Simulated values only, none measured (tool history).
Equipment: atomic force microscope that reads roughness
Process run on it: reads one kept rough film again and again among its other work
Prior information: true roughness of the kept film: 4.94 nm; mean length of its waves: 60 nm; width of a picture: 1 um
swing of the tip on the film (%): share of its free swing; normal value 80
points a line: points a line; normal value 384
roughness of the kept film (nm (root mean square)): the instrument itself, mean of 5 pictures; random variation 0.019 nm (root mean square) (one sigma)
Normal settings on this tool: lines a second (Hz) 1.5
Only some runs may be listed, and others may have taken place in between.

| run | day | lines a second (Hz) | swing of the tip on the film (%) | points a line | roughness of the kept film (nm (root mean square)) |
|---|---|---|---|---|---|
| 1 | 0 | 1.5 | 80 | 384 | 4.618 |
| 2 | 1.35 | 0.85 | 80 | 384 | 4.661 |
| 3 | 3.729 | 2.55 | 80 | 384 | 4.35 |
|  | 5.179 | new tip fitted |
| 4 | 6.192 | 2.55 | 80 | 384 | 4.421 |
| 5 | 7.304 | 2.55 | 80 | 384 | 4.351 |
| 6 | 9.908 | 1.12 | 80 | 384 | 4.505 |
|  | 10.058 | height scale calibrated on a step standard |
|  | 10.5 | new tip fitted |
| 7 | 12.067 | 0.92 | 76 | 384 | 4.685 |
| 8 | 13.3 | 2.02 | 63 | 907 | 4.643 |
| 9 | 14.996 | 0.52 | 69 | 301 | 4.671 |
|  | 15.792 | new tip fitted |
| 10 | 17.571 | 0.52 | 69 | 301 | 4.761 |
| 11 | 19.238 | 1.5 | 76 | 501 | 4.566 |

What does the tool deliver on the next run?
|  | 19.383 | height scale calibrated on a step standard, once more |
| 12 | 20.342 | 0.61 | 71 | 355 | ? |

{"run 12": {"roughness of the kept film (nm (root mean square))": 4.609}}
Take away the tool's hidden state, keep the run-to-run variation as it was, and the same run would have given roughness of the kept film (nm (root mean square)) 4.742.
